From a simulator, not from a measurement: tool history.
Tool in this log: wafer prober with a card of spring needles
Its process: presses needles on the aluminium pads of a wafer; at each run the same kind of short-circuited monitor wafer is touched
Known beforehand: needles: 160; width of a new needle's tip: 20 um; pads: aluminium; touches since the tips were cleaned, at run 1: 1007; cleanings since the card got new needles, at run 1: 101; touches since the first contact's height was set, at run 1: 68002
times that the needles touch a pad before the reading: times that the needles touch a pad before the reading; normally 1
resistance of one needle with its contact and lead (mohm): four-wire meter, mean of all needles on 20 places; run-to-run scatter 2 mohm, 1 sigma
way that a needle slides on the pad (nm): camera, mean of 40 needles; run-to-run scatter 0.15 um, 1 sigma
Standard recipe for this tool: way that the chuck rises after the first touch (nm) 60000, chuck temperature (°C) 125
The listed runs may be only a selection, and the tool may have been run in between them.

run   hour  way that the chuck rises after the first touch (nm)  chuck temperature (°C)  times that the needles touch a pad before the reading  touches since the tips were cleaned  cleanings since the card got new needles  touches since the first contact's height was set  resistance of one needle with its contact and lead (mohm)  way that a needle slides on the pad (nm)
  1    0.0                                                60000                     125                                                      1                                 1007                                       101                                             68002                                                        302                                     12460
       2.1  -- tips cleaned on abrasive film
       7.3  -- tips cleaned on abrasive film
      12.4  -- tips cleaned on abrasive film
      17.6  -- tips cleaned on abrasive film
  2   19.4                                                60000                     125                                                      1                                  752                                       105                                             75933                                                        297                                     12550
      22.5  -- tips cleaned on abrasive film
      26.7  -- tips cleaned on abrasive film
      31.6  -- tips cleaned on abrasive film
      36.8  -- tips cleaned on abrasive film
  3   37.2                                                60000                     125                                                      1                                  176                                       109                                             83172                                                        254                                     12470
      41.4  -- tips cleaned on abrasive film
      46.5  -- tips cleaned on abrasive film
  4   49.6                                                63000                     125                                                      1                                 1260                                       111                                             88225                                                        323                                     13050
      51.7  -- tips cleaned on abrasive film
      56.8  -- tips cleaned on abrasive film
      61.0  -- tips cleaned on abrasive film
  5   61.0                                                63000                     125                                                      1                                    0                                       114                                             92863                                                        233                                     13170
      66.0  -- tips cleaned on abrasive film
      71.1  -- tips cleaned on abrasive film
      76.2  -- tips cleaned on abrasive film
  6   79.9                                                63000                      34                                                      1                                 1545                                       117                                            100619                                                        338                                     12910
      81.0  -- tips cleaned on abrasive film
      86.2  -- tips cleaned on abrasive film
      91.4  -- tips cleaned on abrasive film
  7   93.2                                                63000                      34                                                      1                                  763                                       120                                            106041                                                        270                                     12820
      96.4  -- tips cleaned on abrasive film
     101.5  -- tips cleaned on abrasive film
     106.6  -- tips cleaned on abrasive film
     111.6  -- tips cleaned on abrasive film
  8  112.3                                                63000                      34                                                      1                                  291                                       124                                            113838                                                        241                                     12430
     116.5  -- tips cleaned on abrasive film
     121.5  -- tips cleaned on abrasive film
     126.6  -- tips cleaned on abrasive film
  9  130.6                                                63000                      34                                                      1                                 1639                                       127                                            121306                                                        344                                     12440
     131.7  -- tips cleaned on abrasive film
     136.8  -- tips cleaned on abrasive film
     142.0  -- tips cleaned on abrasive film
 10  145.1                                                63000                      34                                                      1                                 1301                                       130                                            127226                                                        324                                     12430
     146.2  -- tips cleaned on abrasive film
     151.4  -- tips cleaned on abrasive film
 11  155.0                                                63000                      34                                                      3                                 1520                                       132                                            131282                                                        260                                     12510

Predict each of these 4 candidate next runs independently; none follows another, all start after run 11:
     156.1  -- tips cleaned on abrasive film
     161.1  -- tips cleaned on abrasive film
     166.3  -- tips cleaned on abrasive film
  A  166.8                                                66000                      98                                                      2                                  223                                       135                                            136054                                                          ?                                         ?
     156.1  -- tips cleaned on abrasive film
     161.1  -- tips cleaned on abrasive film
     166.3  -- tips cleaned on abrasive film
  B  166.8                                                63000                      34                                                      3                                  223                                       135                                            136054                                                          ?                                         ?
     156.1  -- tips cleaned on abrasive film
     161.1  -- tips cleaned on abrasive film
     166.3  -- tips cleaned on abrasive film
  C  166.8                                                63000                      34                                                      2                                  223                                       135                                            136054                                                          ?                                         ?
     156.1  -- tips cleaned on abrasive film
     161.1  -- tips cleaned on abrasive film
     166.3  -- tips cleaned on abrasive film
  D  166.8                                                50000                      34                                                      1                                  223                                       135                                            136054                                                          ?                                         ?

run  resistance of one needle with its contact and lead (mohm)  way that a needle slides on the pad (nm)
  A                                                        238                                     13090
  B                                                        221                                     12590
  C                                                        228                                     12460
  D                                                        273                                      9530
What these runs would have given with no unlogged condition in the tool:
run  resistance of one needle with its contact and lead (mohm)  way that a needle slides on the pad (nm)
  A                                                        212                                     14820
  B                                                        200                                     14340
  C                                                        200                                     14190
  D                                                        207                                     11250

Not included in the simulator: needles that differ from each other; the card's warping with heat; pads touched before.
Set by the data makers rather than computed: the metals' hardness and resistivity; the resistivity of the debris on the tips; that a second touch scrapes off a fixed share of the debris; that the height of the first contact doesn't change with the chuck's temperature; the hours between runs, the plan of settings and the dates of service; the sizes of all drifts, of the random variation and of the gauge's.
